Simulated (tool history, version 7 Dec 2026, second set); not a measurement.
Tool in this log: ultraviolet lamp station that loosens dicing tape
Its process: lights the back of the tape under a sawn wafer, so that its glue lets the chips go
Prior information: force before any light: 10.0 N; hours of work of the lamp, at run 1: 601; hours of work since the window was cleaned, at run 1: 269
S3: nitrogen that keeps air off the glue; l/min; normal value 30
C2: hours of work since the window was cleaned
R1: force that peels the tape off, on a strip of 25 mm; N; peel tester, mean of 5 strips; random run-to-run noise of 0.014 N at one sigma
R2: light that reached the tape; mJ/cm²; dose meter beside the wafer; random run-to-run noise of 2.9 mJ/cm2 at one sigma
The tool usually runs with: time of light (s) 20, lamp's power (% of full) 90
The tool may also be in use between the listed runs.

{"run": 1, "hour": 0.0, "time of light (s)": 20, "lamp's power (% of full)": 90, "S3": 30, "hours of work of the lamp": 601, "C2": 269, "R1": 2.022, "R2": 234}
{"run": 2, "hour": 93.9, "time of light (s)": 20, "lamp's power (% of full)": 90, "S3": 30, "hours of work of the lamp": 644, "C2": 311, "R1": 2.226, "R2": 216}
{"hour": 111.2, "done": "window cleaned of glue's vapour"}
{"hour": 123.6, "done": "lamp changed"}
{"run": 3, "hour": 188.7, "time of light (s)": 20, "lamp's power (% of full)": 90, "S3": 30, "hours of work of the lamp": 29, "C2": 35, "R1": 0.751, "R2": 399}
{"run": 4, "hour": 233.8, "time of light (s)": 37, "lamp's power (% of full)": 90, "S3": 30, "hours of work of the lamp": 50, "C2": 55, "R1": 0.172, "R2": 718}
{"run": 5, "hour": 317.9, "time of light (s)": 37, "lamp's power (% of full)": 90, "S3": 30, "hours of work of the lamp": 88, "C2": 93, "R1": 0.195, "R2": 688}
{"run": 6, "hour": 376.9, "time of light (s)": 37, "lamp's power (% of full)": 90, "S3": 30, "hours of work of the lamp": 114, "C2": 119, "R1": 0.197, "R2": 663}
{"run": 7, "hour": 434.8, "time of light (s)": 20, "lamp's power (% of full)": 90, "S3": 30, "hours of work of the lamp": 140, "C2": 146, "R1": 0.974, "R2": 349}
{"run": 8, "hour": 488.9, "time of light (s)": 20, "lamp's power (% of full)": 90, "S3": 30, "hours of work of the lamp": 165, "C2": 170, "R1": 1.046, "R2": 342}
{"run": 9, "hour": 560.4, "time of light (s)": 20, "lamp's power (% of full)": 60, "S3": 30, "hours of work of the lamp": 197, "C2": 202, "R1": 2.299, "R2": 220}
{"run": 10, "hour": 608.5, "time of light (s)": 20, "lamp's power (% of full)": 60, "S3": 30, "hours of work of the lamp": 219, "C2": 224, "R1": 2.329, "R2": 207}
{"run": 11, "hour": 646.9, "time of light (s)": 20, "lamp's power (% of full)": 90, "S3": 30, "hours of work of the lamp": 236, "C2": 241, "R1": 1.222, "R2": 313}
{"run": 12, "hour": 711.7, "time of light (s)": 20, "lamp's power (% of full)": 90, "S3": 30, "hours of work of the lamp": 265, "C2": 270, "R1": 1.382, "R2": 300}
{"run": 13, "hour": 786.9, "time of light (s)": 20, "lamp's power (% of full)": 90, "S3": 30, "hours of work of the lamp": 299, "C2": 304, "R1": 1.453, "R2": 292}
{"hour": 816.8, "done": "window cleaned of glue's vapour"}
{"run": 14, "hour": 870.9, "time of light (s)": 20, "lamp's power (% of full)": 90, "S3": 30, "hours of work of the lamp": 337, "C2": 24, "R1": 1.17, "R2": 324}
{"run": 15, "hour": 925.7, "time of light (s)": 20, "lamp's power (% of full)": 90, "S3": 30, "hours of work of the lamp": 361, "C2": 49, "R1": 1.234, "R2": 314}
{"run": 16, "hour": 992.8, "time of light (s)": 20, "lamp's power (% of full)": 90, "S3": 30, "hours of work of the lamp": 392, "C2": 79, "R1": 1.314, "R2": 301}
{"run": 17, "hour": 1051.7, "time of light (s)": 13, "lamp's power (% of full)": 90, "S3": 30, "hours of work of the lamp": 418, "C2": 106, "R1": 2.853, "R2": 187}
{"run": 18, "hour": 1099.1, "time of light (s)": 20, "lamp's power (% of full)": 90, "S3": 20, "hours of work of the lamp": 440, "C2": 127, "R1": 1.964, "R2": 285}
{"run": 19, "hour": 1185.1, "time of light (s)": 20, "lamp's power (% of full)": 90, "S3": 20, "hours of work of the lamp": 478, "C2": 166, "R1": 2.133, "R2": 271}
{"run": 20, "hour": 1269.1, "time of light (s)": 20, "lamp's power (% of full)": 90, "S3": 20, "hours of work of the lamp": 516, "C2": 204, "R1": 2.316, "R2": 251}
{"run": 21, "hour": 1324.9, "time of light (s)": 20, "lamp's power (% of full)": 90, "S3": 28, "hours of work of the lamp": 541, "C2": 229, "R1": 2.021, "R2": 247}
{"run": 22, "hour": 1417.7, "time of light (s)": 25, "lamp's power (% of full)": 79, "S3": 9, "hours of work of the lamp": 583, "C2": 271, "R1": 3.41, "R2": 251}
{"run": 23, "hour": 1502.9, "time of light (s)": 10, "lamp's power (% of full)": 87, "S3": 19, "hours of work of the lamp": 622, "C2": 309, "R1": 5.449, "R2": 106}
{"hour": 1524.2, "done": "window cleaned of glue's vapour"}
{"hour": 1576.6, "done": "lamp changed"}
{"run": 24, "hour": 1597.4, "time of light (s)": 19, "lamp's power (% of full)": 61, "S3": 20, "hours of work of the lamp": 9, "C2": 33, "R1": 2.194, "R2": 261}
{"run": 25, "hour": 1661.5, "time of light (s)": 20, "lamp's power (% of full)": 90, "S3": 9, "hours of work of the lamp": 38, "C2": 61, "R1": 1.898, "R2": 401}
{"run": 26, "hour": 1746.4, "time of light (s)": 10, "lamp's power (% of full)": 92, "S3": 9, "hours of work of the lamp": 77, "C2": 100, "R1": 4.462, "R2": 197}
{"run": 27, "hour": 1841.2, "time of light (s)": 34, "lamp's power (% of full)": 90, "S3": 49, "hours of work of the lamp": 119, "C2": 142, "R1": 0.167, "R2": 611}
{"run": 28, "hour": 1901.4, "time of light (s)": 34, "lamp's power (% of full)": 90, "S3": 49, "hours of work of the lamp": 146, "C2": 170, "R1": 0.189, "R2": 595}
{"run": 29, "hour": 1966.0, "time of light (s)": 13, "lamp's power (% of full)": 90, "S3": 36, "hours of work of the lamp": 176, "C2": 199, "R1": 2.045, "R2": 213}
{"run": 30, "hour": 2004.2, "time of light (s)": 11, "lamp's power (% of full)": 90, "S3": 13, "hours of work of the lamp": 193, "C2": 216, "R1": 4.226, "R2": 184}
{"run": 31, "hour": 2064.0, "time of light (s)": 11, "lamp's power (% of full)": 90, "S3": 13, "hours of work of the lamp": 220, "C2": 243, "R1": 4.251, "R2": 176}
{"run": 32, "hour": 2147.8, "time of light (s)": 11, "lamp's power (% of full)": 92, "S3": 13, "hours of work of the lamp": 258, "C2": 281, "R1": 4.223, "R2": 169}
{"run": 33, "hour": 2218.6, "time of light (s)": 11, "lamp's power (% of full)": 92, "S3": 13, "hours of work of the lamp": 289, "C2": 313, "R1": 4.474, "R2": 167}
{"hour": 2232.2, "done": "window cleaned of glue's vapour"}
{"run": 34, "hour": 2259.7, "time of light (s)": 20, "lamp's power (% of full)": 92, "S3": 15, "hours of work of the lamp": 308, "C2": 12, "R1": 1.652, "R2": 344}
{"run": 35, "hour": 2307.9, "time of light (s)": 12, "lamp's power (% of full)": 98, "S3": 24, "hours of work of the lamp": 330, "C2": 34, "R1": 2.676, "R2": 215}
{"run": 36, "hour": 2357.0, "time of light (s)": 33, "lamp's power (% of full)": 62, "S3": 30, "hours of work of the lamp": 352, "C2": 56, "R1": 0.905, "R2": 367}
{"run": 37, "hour": 2448.9, "time of light (s)": 10, "lamp's power (% of full)": 62, "S3": 14, "hours of work of the lamp": 393, "C2": 98, "R1": 5.979, "R2": 104}
{"run": 38, "hour": 2500.8, "time of light (s)": 10, "lamp's power (% of full)": 80, "S3": 22, "hours of work of the lamp": 417, "C2": 121, "R1": 4.49, "R2": 135}
{"run": 39, "hour": 2577.4, "time of light (s)": 14, "lamp's power (% of full)": 90, "S3": 10, "hours of work of the lamp": 451, "C2": 156, "R1": 4.289, "R2": 202}
{"run": 40, "hour": 2658.1, "time of light (s)": 20, "lamp's power (% of full)": 90, "S3": 10, "hours of work of the lamp": 487, "C2": 192, "R1": 3.128, "R2": 269}
{"run": 41, "hour": 2734.7, "time of light (s)": 38, "lamp's power (% of full)": 85, "S3": 35, "hours of work of the lamp": 522, "C2": 227, "R1": 0.452, "R2": 460}
{"run": 42, "hour": 2805.9, "time of light (s)": 38, "lamp's power (% of full)": 85, "S3": 35, "hours of work of the lamp": 554, "C2": 259, "R1": 0.509, "R2": 439}

Branching from run 42: 5 alternative next runs. What would each branch give?
{"run": "A", "hour": 2896.8, "time of light (s)": 30, "lamp's power (% of full)": 65, "S3": 11, "hours of work of the lamp": 595, "C2": 300, "R1": "?", "R2": "?"}
{"run": "B", "hour": 2896.8, "time of light (s)": 10, "lamp's power (% of full)": 85, "S3": 15, "hours of work of the lamp": 595, "C2": 300, "R1": "?", "R2": "?"}
{"run": "C", "hour": 2896.8, "time of light (s)": 16, "lamp's power (% of full)": 90, "S3": 30, "hours of work of the lamp": 595, "C2": 300, "R1": "?", "R2": "?"}
{"run": "D", "hour": 2896.8, "time of light (s)": 21, "lamp's power (% of full)": 90, "S3": 30, "hours of work of the lamp": 595, "C2": 300, "R1": "?", "R2": "?"}
{"run": "E", "hour": 2896.8, "time of light (s)": 10, "lamp's power (% of full)": 85, "S3": 35, "hours of work of the lamp": 595, "C2": 300, "R1": "?", "R2": "?"}

run=A R1=3.114 R2=247
run=B R1=5.574 R2=110
run=C R1=2.849 R2=183
run=D R1=1.959 R2=238
run=E R1=4.639 R2=109
Without the tool's hidden state the same runs would have given:
run=A R1=1.248 R2=455
run=B R1=3.489 R2=201
run=C R1=1.047 R2=336
run=D R1=0.559 R2=440
run=E R1=2.433 R2=200

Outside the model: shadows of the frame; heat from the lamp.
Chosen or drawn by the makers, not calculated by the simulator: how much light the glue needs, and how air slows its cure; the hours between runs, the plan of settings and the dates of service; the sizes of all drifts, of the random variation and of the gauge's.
